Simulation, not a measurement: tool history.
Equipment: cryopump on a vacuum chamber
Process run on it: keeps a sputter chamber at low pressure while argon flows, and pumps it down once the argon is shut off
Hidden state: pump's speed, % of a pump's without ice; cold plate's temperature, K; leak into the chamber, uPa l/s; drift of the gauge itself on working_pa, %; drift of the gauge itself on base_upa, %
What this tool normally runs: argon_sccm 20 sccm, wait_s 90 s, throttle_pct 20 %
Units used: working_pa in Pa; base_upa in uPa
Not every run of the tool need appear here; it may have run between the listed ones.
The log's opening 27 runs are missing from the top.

run   hour  argon_sccm  wait_s  throttle_pct  hours of work since the pump was warmed up and emptied  hours of work since the cold head was overhauled  hours of work since the chamber's fittings were tightened  working_pa  base_upa
 28  454.2           9      21            55                                                     429                                               429                                                        771      0.0141      3.26
 29  471.2          30      57            40                                                     443                                               443                                                        785      0.0661      1.58
 30  482.5          30      86            17                                                     453                                               453                                                        795      0.1506      1.23
 31  501.4          30      86            17                                                     469                                               469                                                        811      0.1509      1.25
 32  519.1          30      86            17                                                     483                                               483                                                        826      0.1516      1.25
 33  530.2          39     266            20                                                     493                                               493                                                        835      0.1678      0.83
 34  544.4          39     266            20                                                     505                                               505                                                        847      0.1672      0.90
 35  564.8           9     266            53                                                     522                                               522                                                        864      0.0147      0.86

Forecast each of these 3 alternatives for the next run:
  A  584.1          23      24            35                                                     538                                               538                                                        880           ?         ?
  B  584.1           9      30            45                                                     538                                               538                                                        880           ?         ?
  C  584.1           9     246            53                                                     538                                               538                                                        880           ?         ?

run  working_pa  base_upa
  A      0.0580      2.89
  B      0.0173      2.45
  C      0.0152      0.87
Without the tool's hidden state the same runs would have given:
run  working_pa  base_upa
  A      0.0550      2.38
  B      0.0162      1.94
  C      0.0140      0.34
